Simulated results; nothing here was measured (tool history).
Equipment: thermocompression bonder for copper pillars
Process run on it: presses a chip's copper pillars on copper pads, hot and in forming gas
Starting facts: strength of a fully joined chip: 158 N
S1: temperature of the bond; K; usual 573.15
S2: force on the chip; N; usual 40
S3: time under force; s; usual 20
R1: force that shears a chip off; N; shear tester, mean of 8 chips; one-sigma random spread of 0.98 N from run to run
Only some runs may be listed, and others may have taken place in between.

Run 1, hour 0.0: usual settings. Result: R1 100.9 N.
At hour 3.5: forming gas filter changed.
Run 2, hour 41.2: usual settings. Result: R1 102.0 N.
Run 3, hour 83.2: usual settings but S3 33 s. Result: R1 115.2 N.
Run 4, hour 147.2: usual settings but S3 33 s. Result: R1 115.4 N.
Run 5, hour 212.1: usual settings. Result: R1 99.1 N.
Run 6, hour 256.0: usual settings. Result: R1 98.7 N.
Run 7, hour 313.6: usual settings. Result: R1 98.3 N.
At hour 343.2: force cell calibrated.
Run 8, hour 349.5: usual settings. Result: R1 95.3 N.
Run 9, hour 387.1: usual settings. Result: R1 96.4 N.
Run 10, hour 440.0: usual settings. Result: R1 94.8 N.
Run 11, hour 488.8: usual settings but S2 26 N. Result: R1 68.2 N.
At hour 509.2: forming gas filter changed.
Run 12, hour 549.5: usual settings but S1 598.15 K. Result: R1 113.8 N.
Run 13, hour 575.7: usual settings but S1 598.15 K. Result: R1 115.4 N.
Run 14, hour 619.9: usual settings but S1 598.15 K. Result: R1 112.7 N.
Run 15, hour 682.0: usual settings but S1 598.15 K. Result: R1 114.0 N.
Run 16, hour 738.5: usual settings but S2 24 N. Result: R1 63.7 N.
Run 17, hour 771.6: usual settings but S2 27 N. Result: R1 70.2 N.
Run 18, hour 832.6: usual settings but S2 27 N. Result: R1 69.6 N.
Run 19, hour 865.6: usual settings but S2 27 N. Result: R1 67.4 N.
Run 20, hour 908.7: usual settings. Result: R1 94.5 N.
Run 21, hour 971.5: usual settings but S2 38 N. Result: R1 88.4 N.
At hour 1011.6: forming gas filter changed.
At hour 1024.8: heater calibrated with a thermocouple chip.
Run 22, hour 1034.8: usual settings but S2 38 N. Result: R1 100.2 N.
Run 23, hour 1091.4: usual settings but S2 38 N. Result: R1 100.5 N.
Run 24, hour 1143.3: usual settings but S1 570.15 K, S3 33 s. Result: R1 112.6 N.
Run 25, hour 1171.1: usual settings but S2 47 N. Result: R1 111.8 N.
Run 26, hour 1235.0: usual settings but S2 47 N, S3 25 s. Result: R1 116.9 N.
Run 27, hour 1280.7: usual settings but S1 554.15 K, S2 58 N, S3 18 s. Result: R1 107.2 N.
Run 28, hour 1342.7: usual settings but S1 552.15 K, S2 50 N. Result: R1 99.6 N.
Run 29, hour 1377.9: usual settings but S1 552.15 K, S2 34 N. Result: R1 72.1 N.
Run 30, hour 1431.3: usual settings but S1 558.15 K, S2 33 N, S3 18 s. Result: R1 74.1 N.
Run 31, hour 1457.5: usual settings but S1 558.15 K, S3 15 s. Result: R1 78.9 N.
Run 32, hour 1502.6: usual settings but S1 558.15 K, S3 15 s. Result: R1 77.2 N.
At hour 1516.4: forming gas filter changed.
Run 33, hour 1545.6: usual settings but S2 59 N, S3 33 s. Result: R1 139.2 N.
Run 34, hour 1587.9: usual settings but S2 59 N, S3 33 s. Result: R1 136.7 N.
Run 35, hour 1648.5: usual settings but S1 568.15 K, S2 59 N, S3 19 s. Result: R1 119.6 N.
Run 36, hour 1678.5: usual settings but S2 49 N, S3 26 s. Result: R1 119.6 N.
Run 37, hour 1741.0: usual settings but S1 557.15 K, S2 49 N, S3 26 s. Result: R1 105.9 N.
Run 38, hour 1804.9: usual settings but S1 545.15 K, S2 49 N, S3 12 s. Result: R1 75.6 N.
Run 39, hour 1860.7: usual settings but S1 545.15 K, S2 49 N, S3 12 s. Result: R1 73.4 N.

Consider 4 possible next runs. They are alternatives, not a sequence: every one starts from the tool as it was left by run 39. What does each give?
Run A, hour 1891.6: usual settings but S1 579.15 K, S2 37 N, S3 10 s. Result: R1 ?.
Run B, hour 1891.6: usual settings but S1 545.15 K. Result: R1 ?.
Run C, hour 1891.6: usual settings but S1 572.15 K, S2 59 N, S3 12 s. Result: R1 ?.
Run D, hour 1891.6: usual settings but S2 26 N, S3 48 s. Result: R1 ?.

run     R1
  A   76.8
  B   75.8
  C  108.4
  D   92.3
Had the tool no hidden state, the same runs would have come out as:
run     R1
  A   82.6
  B   82.3
  C  115.2
  D   98.7
